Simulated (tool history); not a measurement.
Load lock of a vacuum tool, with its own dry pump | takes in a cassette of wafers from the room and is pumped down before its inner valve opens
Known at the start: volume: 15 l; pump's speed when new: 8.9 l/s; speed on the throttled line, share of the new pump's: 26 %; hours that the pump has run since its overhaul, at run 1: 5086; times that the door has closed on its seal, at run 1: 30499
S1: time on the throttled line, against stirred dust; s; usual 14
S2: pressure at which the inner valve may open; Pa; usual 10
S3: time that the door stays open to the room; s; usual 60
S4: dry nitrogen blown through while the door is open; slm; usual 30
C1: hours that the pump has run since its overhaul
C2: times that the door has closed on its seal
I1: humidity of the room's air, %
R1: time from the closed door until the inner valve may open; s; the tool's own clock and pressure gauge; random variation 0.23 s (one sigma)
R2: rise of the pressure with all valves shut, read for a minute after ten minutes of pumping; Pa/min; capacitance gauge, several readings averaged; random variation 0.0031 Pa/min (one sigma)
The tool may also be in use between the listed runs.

run 1 hour=0.0 | S1=14 S2=10 S3=60 S4=30 | C1=5086 C2=30499 | I1=41.8 | R1=26.4 R2=0.146
run 2 hour=319.5 | S1=14 S2=10 S3=60 S4=30 | C1=5406 C2=31670 | I1=42.5 | R1=26.5 R2=0.158
run 3 hour=857.2 | S1=14 S2=17 S3=60 S4=30 | C1=5943 C2=33640 | I1=44.2 | R1=26.2 R2=0.163
run 4 hour=1390.2 | S1=14 S2=17 S3=60 S4=30 | C1=6476 C2=35593 | I1=42.4 | R1=25.8 R2=0.166
run 5 hour=1781.6 | S1=14 S2=9 S3=60 S4=30 | C1=6868 C2=37027 | I1=45.3 | R1=27.4 R2=0.181
run 6 hour=2205.8 | S1=14 S2=9 S3=60 S4=30 | C1=7292 C2=38581 | I1=43.7 | R1=27.2 R2=0.180
run 7 hour=2634.6 | S1=14 S2=9 S3=60 S4=30 | C1=7721 C2=40152 | I1=44.7 | R1=27.4 R2=0.187
run 8 hour=3048.1 | S1=14 S2=10 S3=60 S4=30 | C1=8134 C2=41667 | I1=42.4 | R1=27.3 R2=0.194
run 9 hour=3502.4 | S1=14 S2=10 S3=60 S4=30 | C1=8589 C2=43331 | I1=45.8 | R1=27.1 R2=0.206
run 10 hour=3751.8 | S1=14 S2=10 S3=60 S4=30 | C1=8838 C2=44245 | I1=44.3 | R1=27.5 R2=0.209
run 11 hour=4139.9 | S1=14 S2=10 S3=60 S4=30 | C1=9226 C2=45667 | I1=43.9 | R1=27.7 R2=0.220
run 12 hour=4377.2 | S1=14 S2=10 S3=60 S4=30 | C1=9464 C2=46537 | I1=47.8 | R1=27.5 R2=0.233
run 13 hour=4787.0 | S1=14 S2=8 S3=84 S4=27 | C1=9873 C2=48038 | I1=45.3 | R1=28.2 R2=0.249
run 14 hour=5028.9 | S1=11 S2=10 S3=60 S4=18 | C1=10115 C2=48924 | I1=47.1 | R1=25.5 R2=0.257
run 15 hour=5480.9 | S1=8 S2=9 S3=133 S4=30 | C1=10567 C2=50580 | I1=51.7 | R1=23.7 R2=0.293
-- hour=5749.2 dry pump taken out, an overhauled one fitted
run 16 hour=5850.3 | S1=8 S2=9 S3=133 S4=30 | C1=101 C2=51911 | I1=44.9 | R1=21.9 R2=0.295
run 17 hour=6144.9 | S1=21 S2=9 S3=58 S4=22 | C1=396 C2=52991 | I1=42.8 | R1=31.7 R2=0.262
run 18 hour=6680.5 | S1=21 S2=9 S3=58 S4=22 | C1=931 C2=54953 | I1=47.4 | R1=31.5 R2=0.276
run 19 hour=7185.0 | S1=21 S2=9 S3=58 S4=22 | C1=1436 C2=56801 | I1=46.9 | R1=31.6 R2=0.285
-- hour=7382.8 door's seal changed, seat wiped
run 20 hour=7437.4 | S1=21 S2=11 S3=58 S4=9 | C1=1687 C2=200 | I1=47.9 | R1=31.0 R2=0.094
run 21 hour=7674.9 | S1=21 S2=11 S3=58 S4=9 | C1=1924 C2=1070 | I1=43.4 | R1=30.9 R2=0.090
run 22 hour=7936.9 | S1=15 S2=19 S3=60 S4=30 | C1=2186 C2=2030 | I1=41.3 | R1=25.8 R2=0.063
run 23 hour=8298.1 | S1=14 S2=9 S3=37 S4=37 | C1=2547 C2=3353 | I1=46.5 | R1=27.0 R2=0.052

4 ways to go on from here, each from the tool as it stands after run 23. What would each give?
run A hour=8642.3 | S1=14 S2=9 S3=37 S4=5 | C1=2892 C2=4614 | I1=41.6 | R1=? R2=?
run B hour=8642.3 | S1=28 S2=9 S3=32 S4=44 | C1=2892 C2=4614 | I1=44.1 | R1=? R2=?
run C hour=8642.3 | S1=14 S2=10 S3=93 S4=8 | C1=2892 C2=4614 | I1=42.5 | R1=? R2=?
run D hour=8642.3 | S1=14 S2=10 S3=110 S4=34 | C1=2892 C2=4614 | I1=42.9 | R1=? R2=?

run=A R1=27.0 R2=0.086
run=B R1=37.1 R2=0.048
run=C R1=26.5 R2=0.117
run=D R1=26.4 R2=0.094
Without the tool's hidden state the same runs would have given:
run=A R1=26.6 R2=0.076
run=B R1=36.9 R2=0.039
run=C R1=26.2 R2=0.107
run=D R1=26.0 R2=0.084
